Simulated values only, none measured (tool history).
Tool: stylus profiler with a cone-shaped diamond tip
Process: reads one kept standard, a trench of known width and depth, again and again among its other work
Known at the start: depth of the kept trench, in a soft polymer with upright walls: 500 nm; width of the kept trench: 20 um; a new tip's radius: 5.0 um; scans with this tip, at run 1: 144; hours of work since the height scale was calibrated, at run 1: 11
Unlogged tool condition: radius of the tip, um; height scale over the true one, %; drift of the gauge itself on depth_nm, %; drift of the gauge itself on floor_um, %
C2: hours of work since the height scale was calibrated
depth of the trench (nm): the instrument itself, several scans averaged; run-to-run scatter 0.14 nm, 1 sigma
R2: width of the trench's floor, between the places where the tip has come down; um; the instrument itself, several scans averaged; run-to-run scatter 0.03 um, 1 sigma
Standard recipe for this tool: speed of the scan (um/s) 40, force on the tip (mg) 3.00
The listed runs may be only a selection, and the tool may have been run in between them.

Run 1, day 0.000: usual settings; scans with this tip 144; C2 11. Result: depth of the trench (nm) 509.86, R2 15.44 um.
Run 2, day 0.983: usual settings; scans with this tip 280; C2 22. Result: depth of the trench (nm) 509.87, R2 15.41 um.
Run 3, day 2.121: usual settings; scans with this tip 437; C2 34. Result: depth of the trench (nm) 510.25, R2 15.43 um.
Run 4, day 3.433: usual settings but speed of the scan (um/s) 49; scans with this tip 619; C2 48. Result: depth of the trench (nm) 510.10, R2 15.35 um.
Run 5, day 4.412: usual settings but speed of the scan (um/s) 49; scans with this tip 754; C2 58. Result: depth of the trench (nm) 510.04, R2 15.31 um.
Run 6, day 5.192: usual settings but speed of the scan (um/s) 49; scans with this tip 862; C2 67. Result: depth of the trench (nm) 509.93, R2 15.24 um.
Run 7, day 5.925: usual settings; scans with this tip 963; C2 74. Result: depth of the trench (nm) 509.80, R2 15.34 um.
Run 8, day 7.271: usual settings; scans with this tip 1148; C2 89. Result: depth of the trench (nm) 509.87, R2 15.31 um.
Run 9, day 8.750: usual settings but speed of the scan (um/s) 91; scans with this tip 1353; C2 105. Result: depth of the trench (nm) 510.05, R2 15.04 um.
Run 10, day 9.958: usual settings but speed of the scan (um/s) 91; scans with this tip 1520; C2 117. Result: depth of the trench (nm) 510.07, R2 15.03 um.
Run 11, day 10.783: usual settings; scans with this tip 1634; C2 126. Result: depth of the trench (nm) 509.82, R2 15.24 um.
Run 12, day 11.738: usual settings; scans with this tip 1765; C2 136. Result: depth of the trench (nm) 509.89, R2 15.21 um.
Run 13, day 13.279: usual settings; scans with this tip 1978; C2 153. Result: depth of the trench (nm) 509.89, R2 15.21 um.
Run 14, day 14.525: usual settings; scans with this tip 2151; C2 166. Result: depth of the trench (nm) 509.88, R2 15.20 um.
Run 15, day 15.438: usual settings; scans with this tip 2276; C2 176. Result: depth of the trench (nm) 509.72, R2 15.11 um.
Run 16, day 16.871: usual settings; scans with this tip 2474; C2 191. Result: depth of the trench (nm) 509.94, R2 15.12 um.
Run 17, day 18.029: usual settings; scans with this tip 2634; C2 204. Result: depth of the trench (nm) 509.67, R2 15.06 um.
Run 18, day 19.438: usual settings; scans with this tip 2829; C2 219. Result: depth of the trench (nm) 509.86, R2 15.06 um.
Run 19, day 20.292: usual settings; scans with this tip 2947; C2 228. Result: depth of the trench (nm) 509.81, R2 15.04 um.
Run 20, day 21.612: usual settings; scans with this tip 3129; C2 242. Result: depth of the trench (nm) 509.68, R2 14.98 um.
Run 21, day 22.846: usual settings; scans with this tip 3299; C2 255. Result: depth of the trench (nm) 509.47, R2 15.03 um.
Run 22, day 24.167: usual settings; scans with this tip 3482; C2 269. Result: depth of the trench (nm) 509.71, R2 14.94 um.
Run 23, day 25.746: usual settings; scans with this tip 3700; C2 286. Result: depth of the trench (nm) 509.57, R2 15.00 um.
Run 24, day 26.438: usual settings; scans with this tip 3796; C2 293. Result: depth of the trench (nm) 509.63, R2 14.90 um.
Run 25, day 27.192: usual settings; scans with this tip 3900; C2 301. Result: depth of the trench (nm) 509.52, R2 14.91 um.
Run 26, day 27.938: usual settings but force on the tip (mg) 2.95; scans with this tip 4003; C2 309. Result: depth of the trench (nm) 509.61, R2 14.86 um.
Run 27, day 28.633: usual settings but force on the tip (mg) 2.95; scans with this tip 4099; C2 317. Result: depth of the trench (nm) 509.40, R2 14.92 um.
Run 28, day 29.946: usual settings but force on the tip (mg) 2.95; scans with this tip 4280; C2 331. Result: depth of the trench (nm) 509.64, R2 14.85 um.
At day 30.088: height scale calibrated on a step standard.
Run 29, day 31.246: usual settings but force on the tip (mg) 1.10; scans with this tip 4457; C2 12. Result: depth of the trench (nm) 504.74, R2 14.76 um.
Run 30, day 32.200: usual settings but speed of the scan (um/s) 81, force on the tip (mg) 2.74; scans with this tip 4589; C2 23. Result: depth of the trench (nm) 509.00, R2 14.65 um.
Run 31, day 33.596: usual settings but speed of the scan (um/s) 42, force on the tip (mg) 1.12; scans with this tip 4782; C2 37. Result: depth of the trench (nm) 504.89, R2 14.70 um.
Run 32, day 34.567: usual settings but speed of the scan (um/s) 59, force on the tip (mg) 7.10; scans with this tip 4915; C2 48. Result: depth of the trench (nm) 517.24, R2 14.80 um.
Run 33, day 35.300: usual settings but speed of the scan (um/s) 14, force on the tip (mg) 2.25; scans with this tip 5017; C2 56. Result: depth of the trench (nm) 507.79, R2 14.88 um.
At day 35.425: height scale calibrated on a step standard, once more.
Run 34, day 36.792: usual settings but speed of the scan (um/s) 26, force on the tip (mg) 1.90; scans with this tip 5220; C2 15. Result: depth of the trench (nm) 507.39, R2 14.77 um.
Run 35, day 38.229: usual settings but speed of the scan (um/s) 23, force on the tip (mg) 5.80; scans with this tip 5418; C2 30. Result: depth of the trench (nm) 515.10, R2 14.87 um.
Run 36, day 39.175: usual settings but force on the tip (mg) 1.47; scans with this tip 5549; C2 40. Result: depth of the trench (nm) 505.99, R2 14.62 um.
Run 37, day 39.846: usual settings but speed of the scan (um/s) 10, force on the tip (mg) 3.66; scans with this tip 5642; C2 47. Result: depth of the trench (nm) 510.97, R2 14.91 um.
Run 38, day 40.512: usual settings but speed of the scan (um/s) 10, force on the tip (mg) 3.66; scans with this tip 5734; C2 54. Result: depth of the trench (nm) 511.24, R2 14.80 um.
Run 39, day 42.017: usual settings but speed of the scan (um/s) 10, force on the tip (mg) 3.66; scans with this tip 5941; C2 70. Result: depth of the trench (nm) 511.07, R2 14.80 um.
Run 40, day 43.408: usual settings but speed of the scan (um/s) 87, force on the tip (mg) 2.61; scans with this tip 6134; C2 85. Result: depth of the trench (nm) 508.62, R2 14.44 um.
Run 41, day 44.654: usual settings but force on the tip (mg) 5.58; scans with this tip 6305; C2 99. Result: depth of the trench (nm) 514.76, R2 14.65 um.
Run 42, day 45.604: usual settings but speed of the scan (um/s) 58, force on the tip (mg) 1.43; scans with this tip 6437; C2 109. Result: depth of the trench (nm) 506.00, R2 14.43 um.
Run 43, day 46.546: usual settings but speed of the scan (um/s) 85, force on the tip (mg) 1.84; scans with this tip 6567; C2 119. Result: depth of the trench (nm) 506.98, R2 14.34 um.
Run 44, day 47.842: usual settings but speed of the scan (um/s) 51, force on the tip (mg) 3.34; scans with this tip 6746; C2 133. Result: depth of the trench (nm) 510.66, R2 14.49 um.
Run 45, day 49.038: usual settings but speed of the scan (um/s) 17, force on the tip (mg) 2.95; scans with this tip 6911; C2 145. Result: depth of the trench (nm) 509.69, R2 14.61 um.
Run 46, day 50.521: usual settings but speed of the scan (um/s) 17, force on the tip (mg) 2.95; scans with this tip 7116; C2 161. Result: depth of the trench (nm) 509.33, R2 14.63 um.
Run 47, day 51.188: usual settings but speed of the scan (um/s) 16, force on the tip (mg) 1.81; scans with this tip 7208; C2 168. Result: depth of the trench (nm) 506.79, R2 14.63 um.

What if the next run were any one of these 3? Each begins from the tool's condition after run 47:
Run A, day 52.212: usual settings but speed of the scan (um/s) 106, force on the tip (mg) 1.73; scans with this tip 7349; C2 179. Result: depth of the trench (nm) ?, R2 ?.
Run B, day 52.212: usual settings but speed of the scan (um/s) 11, force on the tip (mg) 1.22; scans with this tip 7349; C2 179. Result: depth of the trench (nm) ?, R2 ?.
Run C, day 52.212: usual settings but speed of the scan (um/s) 29, force on the tip (mg) 3.07; scans with this tip 7349; C2 179. Result: depth of the trench (nm) ?, R2 ?.

run  depth of the trench (nm)     R2
  A                    506.24  14.14
  B                    505.19  14.60
  C                    509.85  14.53
Without the tool's unlogged condition, the same runs would have read:
run  depth of the trench (nm)     R2
  A                    506.42  15.13
  B                    505.37  15.59
  C                    510.03  15.52
